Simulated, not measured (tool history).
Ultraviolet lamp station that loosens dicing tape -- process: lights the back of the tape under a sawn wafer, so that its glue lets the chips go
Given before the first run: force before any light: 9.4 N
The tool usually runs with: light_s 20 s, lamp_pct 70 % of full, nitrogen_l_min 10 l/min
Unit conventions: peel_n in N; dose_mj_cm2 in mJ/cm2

Run 1, day 0.000: usual settings. Result: peel_n 1.123 N, dose_mj_cm2 404 mJ/cm2.
Run 2, day 0.346: usual settings. Result: peel_n 1.105 N, dose_mj_cm2 398 mJ/cm2.
Run 3, day 0.771: usual settings but lamp_pct 61 % of full. Result: peel_n 1.372 N, dose_mj_cm2 346 mJ/cm2.
Run 4, day 0.996: usual settings but lamp_pct 61 % of full. Result: peel_n 1.465 N, dose_mj_cm2 340 mJ/cm2.
Run 5, day 1.412: usual settings but light_s 18 s. Result: peel_n 1.321 N, dose_mj_cm2 361 mJ/cm2.
Run 6, day 1.646: usual settings but nitrogen_l_min 4 l/min. Result: peel_n 1.782 N, dose_mj_cm2 395 mJ/cm2.
Run 7, day 1.875: usual settings but light_s 10 s. Result: peel_n 3.067 N, dose_mj_cm2 197 mJ/cm2.
Run 8, day 2.321: usual settings but light_s 10 s. Result: peel_n 3.176 N, dose_mj_cm2 199 mJ/cm2.
Run 9, day 2.729: usual settings but light_s 10 s. Result: peel_n 3.094 N, dose_mj_cm2 196 mJ/cm2.
Run 10, day 3.000: usual settings but light_s 10 s. Result: peel_n 3.070 N, dose_mj_cm2 198 mJ/cm2.
Run 11, day 3.258: usual settings but light_s 10 s. Result: peel_n 3.160 N, dose_mj_cm2 194 mJ/cm2.
Run 12, day 3.608: usual settings but light_s 10 s. Result: peel_n 3.056 N, dose_mj_cm2 197 mJ/cm2.
Run 13, day 3.908: usual settings but lamp_pct 90 % of full. Result: peel_n 0.693 N, dose_mj_cm2 501 mJ/cm2.
Run 14, day 4.212: usual settings but nitrogen_l_min 6 l/min. Result: peel_n 1.508 N, dose_mj_cm2 388 mJ/cm2.
Run 15, day 4.446: usual settings. Result: peel_n 1.164 N, dose_mj_cm2 386 mJ/cm2.
Run 16, day 4.875: usual settings but light_s 18 s. Result: peel_n 1.392 N, dose_mj_cm2 348 mJ/cm2.
Run 17, day 5.212: usual settings but lamp_pct 76 % of full. Result: peel_n 1.003 N, dose_mj_cm2 420 mJ/cm2.
Run 18, day 5.642: usual settings but lamp_pct 76 % of full. Result: peel_n 0.993 N, dose_mj_cm2 417 mJ/cm2.
Run 19, day 6.079: usual settings but lamp_pct 76 % of full. Result: peel_n 0.995 N, dose_mj_cm2 418 mJ/cm2.
Run 20, day 6.388: usual settings. Result: peel_n 1.163 N, dose_mj_cm2 387 mJ/cm2.
Run 21, day 6.854: usual settings. Result: peel_n 1.223 N, dose_mj_cm2 385 mJ/cm2.
Run 22, day 7.112: usual settings. Result: peel_n 1.176 N, dose_mj_cm2 380 mJ/cm2.
Run 23, day 7.483: usual settings but light_s 19 s, lamp_pct 79 % of full, nitrogen_l_min 5 l/min. Result: peel_n 1.441 N, dose_mj_cm2 411 mJ/cm2.
Run 24, day 7.992: usual settings but lamp_pct 71 % of full. Result: peel_n 1.152 N, dose_mj_cm2 386 mJ/cm2.
At day 8.050: window cleaned of glue's vapour.
Run 25, day 8.492: usual settings but lamp_pct 71 % of full. Result: peel_n 1.214 N, dose_mj_cm2 371 mJ/cm2.
Run 26, day 8.838: usual settings but light_s 22 s, lamp_pct 94 % of full, nitrogen_l_min 4 l/min. Result: peel_n 1.046 N, dose_mj_cm2 537 mJ/cm2.
Run 27, day 9.346: usual settings but lamp_pct 92 % of full, nitrogen_l_min 8 l/min. Result: peel_n 0.854 N, dose_mj_cm2 482 mJ/cm2.
Run 28, day 9.783: usual settings but light_s 12 s, nitrogen_l_min 12 l/min. Result: peel_n 2.587 N, dose_mj_cm2 220 mJ/cm2.
Run 29, day 10.092: usual settings but nitrogen_l_min 6 l/min. Result: peel_n 1.627 N, dose_mj_cm2 362 mJ/cm2.
Run 30, day 10.517: usual settings but nitrogen_l_min 6 l/min. Result: peel_n 1.651 N, dose_mj_cm2 360 mJ/cm2.
Run 31, day 10.729: usual settings but nitrogen_l_min 6 l/min. Result: peel_n 1.678 N, dose_mj_cm2 355 mJ/cm2.
At day 10.988: window cleaned of glue's vapour, once more.
Run 32, day 11.250: usual settings but light_s 32 s, lamp_pct 68 % of full, nitrogen_l_min 6 l/min. Result: peel_n 0.565 N, dose_mj_cm2 636 mJ/cm2.
Run 33, day 11.567: usual settings but light_s 22 s, lamp_pct 73 % of full. Result: peel_n 0.769 N, dose_mj_cm2 475 mJ/cm2.
Run 34, day 12.083: usual settings but light_s 22 s, lamp_pct 73 % of full. Result: peel_n 0.803 N, dose_mj_cm2 471 mJ/cm2.
Run 35, day 12.579: usual settings but light_s 16 s, lamp_pct 77 % of full, nitrogen_l_min 4 l/min. Result: peel_n 2.001 N, dose_mj_cm2 366 mJ/cm2.
Run 36, day 13.012: usual settings but light_s 18 s, lamp_pct 62 % of full, nitrogen_l_min 3 l/min. Result: peel_n 2.672 N, dose_mj_cm2 323 mJ/cm2.
Run 37, day 13.512: usual settings but light_s 26 s, lamp_pct 75 % of full, nitrogen_l_min 3 l/min. Result: peel_n 1.067 N, dose_mj_cm2 571 mJ/cm2.
Run 38, day 13.842: usual settings but light_s 18 s, lamp_pct 75 % of full, nitrogen_l_min 4 l/min. Result: peel_n 1.761 N, dose_mj_cm2 392 mJ/cm2.
Run 39, day 14.079: usual settings but light_s 22 s, lamp_pct 91 % of full, nitrogen_l_min 3 l/min. Result: peel_n 1.025 N, dose_mj_cm2 588 mJ/cm2.
Run 40, day 14.488: usual settings but lamp_pct 75 % of full, nitrogen_l_min 6 l/min. Result: peel_n 1.186 N, dose_mj_cm2 434 mJ/cm2.
Run 41, day 14.971: usual settings but lamp_pct 62 % of full, nitrogen_l_min 5 l/min. Result: peel_n 1.812 N, dose_mj_cm2 359 mJ/cm2.
Run 42, day 15.421: usual settings but lamp_pct 62 % of full, nitrogen_l_min 5 l/min. Result: peel_n 1.872 N, dose_mj_cm2 357 mJ/cm2.
Run 43, day 15.917: usual settings but light_s 15 s, lamp_pct 93 % of full, nitrogen_l_min 12 l/min. Result: peel_n 1.004 N, dose_mj_cm2 409 mJ/cm2.
Run 44, day 16.317: usual settings but light_s 15 s, lamp_pct 93 % of full, nitrogen_l_min 12 l/min. Result: peel_n 1.020 N, dose_mj_cm2 399 mJ/cm2.

Hidden state or all else? Some run-to-run changes of peel_n, split into what the settings, what came in and random variation would give without the hidden state, and what is left for the hidden state (with any gauge scatter that isn't in both results):
Hidden state present: lamp's light, % of a new lamp's; light that the window lets through, % of a clean one's; drift of the gauge itself on peel_n, %; drift of the gauge itself on dose_mj_cm2, %.
Run 12 -> 13: light_s 10 -> 20, lamp_pct 70 -> 90. peel_n -2.363 N: hidden state -0.279, all else -2.084.
Run 27 -> 28: light_s 20 -> 12, lamp_pct 92 -> 70, nitrogen_l_min 8 -> 12. peel_n +1.733 N: hidden state +0.351, all else +1.382.
Run 31 -> 32: light_s 20 -> 32, lamp_pct 70 -> 68, window cleaned of glue's vapour, once more. peel_n -1.113 N: hidden state -0.446, all else -0.667.
Run 36 -> 37: light_s 18 -> 26, lamp_pct 62 -> 75. peel_n -1.605 N: hidden state -0.117, all else -1.488.

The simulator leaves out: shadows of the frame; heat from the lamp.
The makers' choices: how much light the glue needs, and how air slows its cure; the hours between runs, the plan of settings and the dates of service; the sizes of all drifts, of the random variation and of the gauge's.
